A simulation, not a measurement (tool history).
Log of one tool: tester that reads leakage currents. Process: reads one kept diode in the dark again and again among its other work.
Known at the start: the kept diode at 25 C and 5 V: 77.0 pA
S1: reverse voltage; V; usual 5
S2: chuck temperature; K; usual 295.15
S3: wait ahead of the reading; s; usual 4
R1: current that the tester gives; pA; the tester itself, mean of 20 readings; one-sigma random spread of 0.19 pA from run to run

| run | hour | S1 | S2 | S3 | R1 |
|---|---|---|---|---|---|
| 1 | 0 | 5 | 295.15 | 4 | 71.29 |
| 2 | 40.4 | 5 | 295.15 | 4 | 71.11 |
| 3 | 81.5 | 5 | 295.15 | 4 | 71.42 |
| 4 | 118.1 | 5 | 295.15 | 4 | 71.83 |
| 5 | 161.7 | 5 | 295.15 | 4 | 71.59 |
| 6 | 194 | 3.41 | 295.15 | 4 | 63.13 |
| 7 | 228.2 | 3.41 | 295.15 | 4 | 62.7 |
| 8 | 248 | 3.41 | 295.15 | 4 | 63.11 |
| 9 | 274.5 | 5 | 295.15 | 4 | 72.5 |
| 10 | 294.4 | 5 | 295.15 | 4 | 72.52 |
| 11 | 329.7 | 5 | 295.15 | 4 | 72.93 |
| 12 | 366.3 | 5 | 295.15 | 4 | 73.03 |
| 13 | 386.9 | 5 | 295.15 | 4 | 73.33 |
| 14 | 423.7 | 5 | 295.15 | 0.99 | 74.68 |
| 15 | 446.3 | 5 | 295.15 | 0.99 | 74.93 |
| 16 | 484 | 5 | 295.15 | 0.99 | 74.91 |
| 17 | 514.2 | 5 | 295.15 | 0.99 | 74.98 |
| 18 | 552.2 | 5 | 295.15 | 0.99 | 75.29 |
| 19 | 573 | 5 | 295.15 | 4 | 74.29 |
| 20 | 599 | 5 | 295.15 | 4 | 74.18 |
| 21 | 642.2 | 1.87 | 296.15 | 4 | 56.71 |
| 22 | 661.1 | 12.73 | 295.15 | 7.04 | 106.18 |
| 23 | 697.5 | 12.73 | 300.15 | 0.48 | 163.86 |
| 24 | 731.4 | 12.73 | 300.15 | 1.61 | 159.41 |
| 25 | 759.9 | 12.73 | 300.15 | 1.61 | 159.31 |
| 26 | 793.6 | 1.24 | 301.15 | 4.57 | 74.52 |
| 27 | 835.8 | 1.24 | 301.15 | 4.57 | 74.26 |
| 28 | 876.1 | 5 | 331.15 | 4 | 1084.55 |
|  | 891.5 | chuck's temperature calibrated |
| 29 | 897.2 | 5 | 331.15 | 4 | 936.59 |
| 30 | 938.3 | 5 | 331.15 | 4 | 935.71 |
| 31 | 972.9 | 2.23 | 331.15 | 2.89 | 711.94 |
| 32 | 1006.7 | 2.23 | 331.15 | 2.89 | 714.67 |
| 33 | 1038.2 | 2.23 | 331.15 | 2.89 | 715.26 |
| 34 | 1060.7 | 5 | 318.15 | 5.34 | 376.37 |
| 35 | 1096.1 | 5 | 318.15 | 5.34 | 377.88 |
| 36 | 1127.1 | 5 | 318.15 | 5.34 | 378.42 |
| 37 | 1168.2 | 5 | 318.15 | 5.34 | 378.09 |
| 38 | 1196.1 | 6.91 | 309.15 | 3.32 | 216.32 |
| 39 | 1240.2 | 6.91 | 309.15 | 3.32 | 216.53 |
| 40 | 1259 | 6.91 | 309.15 | 3.32 | 218.14 |

Some steps in R1, run to run, broken into two amounts with sign: the step expected even without the hidden condition (settings, incoming material, random variation), and the rest, left for the hidden condition together with whatever gauge scatter is not in both the measured and the hidden-condition-free result:
What the log doesn't record here: stray current of the dirty probe card, pA a volt; current scale over the true one, %; true chuck temperature over the reading, C; drift of the gauge itself on leakage_pa, %.
Run 25 -> 26: S1 12.73 -> 1.24, S2 300.15 -> 301.15, S3 1.61 -> 4.57. R1 -84.79 pA: hidden state -20.31, all else -64.48.
Run 27 -> 28: S1 1.24 -> 5, S2 301.15 -> 331.15, S3 4.57 -> 4. R1 +1010.29 pA: hidden state +127.07, all else +883.22.
Run 28 -> 29: chuck's temperature calibrated. R1 -147.96 pA: hidden state -151.2, all else +3.24.
Run 30 -> 31: S1 5 -> 2.23, S3 4 -> 2.89. R1 -223.77 pA: hidden state +1.91, all else -225.68.
Run 33 -> 34: S1 2.23 -> 5, S2 331.15 -> 318.15, S3 2.89 -> 5.34. R1 -338.89 pA: hidden state +7.37, all else -346.26.

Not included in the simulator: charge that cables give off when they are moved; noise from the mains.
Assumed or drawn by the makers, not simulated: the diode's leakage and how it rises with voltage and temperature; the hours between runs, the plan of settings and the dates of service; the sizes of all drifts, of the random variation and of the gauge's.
